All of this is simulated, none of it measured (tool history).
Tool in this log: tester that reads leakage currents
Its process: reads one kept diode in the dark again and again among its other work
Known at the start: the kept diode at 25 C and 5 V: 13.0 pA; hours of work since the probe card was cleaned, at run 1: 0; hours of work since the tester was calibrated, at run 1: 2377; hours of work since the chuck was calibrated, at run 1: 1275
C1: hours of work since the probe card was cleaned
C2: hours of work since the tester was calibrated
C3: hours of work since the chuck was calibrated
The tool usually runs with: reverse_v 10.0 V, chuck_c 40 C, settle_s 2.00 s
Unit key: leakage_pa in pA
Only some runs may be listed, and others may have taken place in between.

{"run": 1, "hour": 0.0, "reverse_v": 10.0, "chuck_c": 40, "settle_s": 2.0, "C1": 0, "C2": 2377, "C3": 1275, "leakage_pa": 62.7}
{"run": 2, "hour": 144.4, "reverse_v": 10.0, "chuck_c": 40, "settle_s": 2.0, "C1": 70, "C2": 2447, "C3": 1346, "leakage_pa": 63.15}
{"run": 3, "hour": 227.9, "reverse_v": 10.0, "chuck_c": 47, "settle_s": 2.0, "C1": 111, "C2": 2488, "C3": 1386, "leakage_pa": 110.62}
{"hour": 294.4, "done": "chuck's temperature calibrated"}
{"run": 4, "hour": 322.3, "reverse_v": 10.0, "chuck_c": 47, "settle_s": 2.0, "C1": 156, "C2": 2533, "C3": 14, "leakage_pa": 110.13}
{"run": 5, "hour": 435.3, "reverse_v": 10.0, "chuck_c": 47, "settle_s": 2.0, "C1": 211, "C2": 2588, "C3": 69, "leakage_pa": 110.15}
{"run": 6, "hour": 566.7, "reverse_v": 10.0, "chuck_c": 47, "settle_s": 2.0, "C1": 275, "C2": 2652, "C3": 133, "leakage_pa": 110.07}
{"run": 7, "hour": 726.6, "reverse_v": 10.0, "chuck_c": 47, "settle_s": 2.0, "C1": 353, "C2": 2730, "C3": 210, "leakage_pa": 110.43}
{"run": 8, "hour": 806.6, "reverse_v": 10.0, "chuck_c": 47, "settle_s": 2.0, "C1": 392, "C2": 2769, "C3": 249, "leakage_pa": 110.62}
{"run": 9, "hour": 973.7, "reverse_v": 10.0, "chuck_c": 40, "settle_s": 2.0, "C1": 473, "C2": 2850, "C3": 331, "leakage_pa": 62.84}
{"run": 10, "hour": 1109.8, "reverse_v": 10.0, "chuck_c": 40, "settle_s": 0.63, "C1": 539, "C2": 2916, "C3": 397, "leakage_pa": 67.02}
{"run": 11, "hour": 1291.7, "reverse_v": 10.0, "chuck_c": 47, "settle_s": 0.62, "C1": 628, "C2": 3005, "C3": 485, "leakage_pa": 114.45}
{"run": 12, "hour": 1462.6, "reverse_v": 10.0, "chuck_c": 45, "settle_s": 1.26, "C1": 711, "C2": 3088, "C3": 569, "leakage_pa": 94.93}
{"run": 13, "hour": 1572.3, "reverse_v": 2.4, "chuck_c": 45, "settle_s": 0.55, "C1": 764, "C2": 3141, "C3": 622, "leakage_pa": 58.94}
{"run": 14, "hour": 1744.9, "reverse_v": 1.4, "chuck_c": 40, "settle_s": 2.0, "C1": 848, "C2": 3226, "C3": 706, "leakage_pa": 32.22}
{"run": 15, "hour": 1856.6, "reverse_v": 1.4, "chuck_c": 50, "settle_s": 9.55, "C1": 903, "C2": 3280, "C3": 760, "leakage_pa": 71.71}
{"hour": 1993.0, "done": "tester calibrated"}
{"run": 16, "hour": 2014.4, "reverse_v": 10.0, "chuck_c": 42, "settle_s": 2.65, "C1": 979, "C2": 10, "C3": 836, "leakage_pa": 73.62}
{"run": 17, "hour": 2137.6, "reverse_v": 1.3, "chuck_c": 41, "settle_s": 1.97, "C1": 1039, "C2": 70, "C3": 896, "leakage_pa": 34.04}
{"run": 18, "hour": 2236.1, "reverse_v": 1.7, "chuck_c": 40, "settle_s": 1.24, "C1": 1087, "C2": 118, "C3": 944, "leakage_pa": 34.44}

Hidden condition of the tool, last listed run before each entry between runs versus first listed run after:
Logged between run 3 and run 4: chuck's temperature calibrated (hour 294.4)
  both runs share identical hidden conditions
Logged between run 15 and run 16: tester calibrated (hour 1993.0)
  current scale over the true one, %: 0.01 -> 0

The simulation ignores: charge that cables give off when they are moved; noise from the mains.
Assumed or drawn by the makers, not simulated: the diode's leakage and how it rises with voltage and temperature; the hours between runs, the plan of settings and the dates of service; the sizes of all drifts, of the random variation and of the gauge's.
